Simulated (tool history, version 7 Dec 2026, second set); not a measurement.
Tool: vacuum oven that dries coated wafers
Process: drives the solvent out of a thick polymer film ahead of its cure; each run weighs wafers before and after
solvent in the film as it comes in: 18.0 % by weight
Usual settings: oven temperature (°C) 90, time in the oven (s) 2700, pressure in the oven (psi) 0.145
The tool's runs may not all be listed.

run	day	oven temperature (°C)	time in the oven (s)	pressure in the oven (psi)	solvent left in the film (%)
1	0	90	2700	0.145	2.93
2	0.988	90	2700	0.145	2.95
3	1.821	90	2700	0.145	2.87
4	3.629	90	2700	0.145	2.94
5	4.425	90	2700	0.145	2.87
6	6.008	91	2700	0.145	2.6
7	7.167	91	1920	0.145	4.19
8	9.004	90	3300	0.145	2.08
9	10.583	90	3300	0.145	2.14
10	12.508	90	1380	0.081	6.04
11	14.417	90	1380	0.081	5.94
12	15.225	90	1380	0.081	6.23
13	16.738	99	1380	0.2	4.15
14	17.871	91	2160	0.145	3.73

The next listed run, before its measurement:
15	19.275	89	2340	0.145	?

{"run 15": {"solvent left in the film (%)": 3.82}}
Without the tool's hidden state the same run would have given solvent left in the film (%) 3.45.
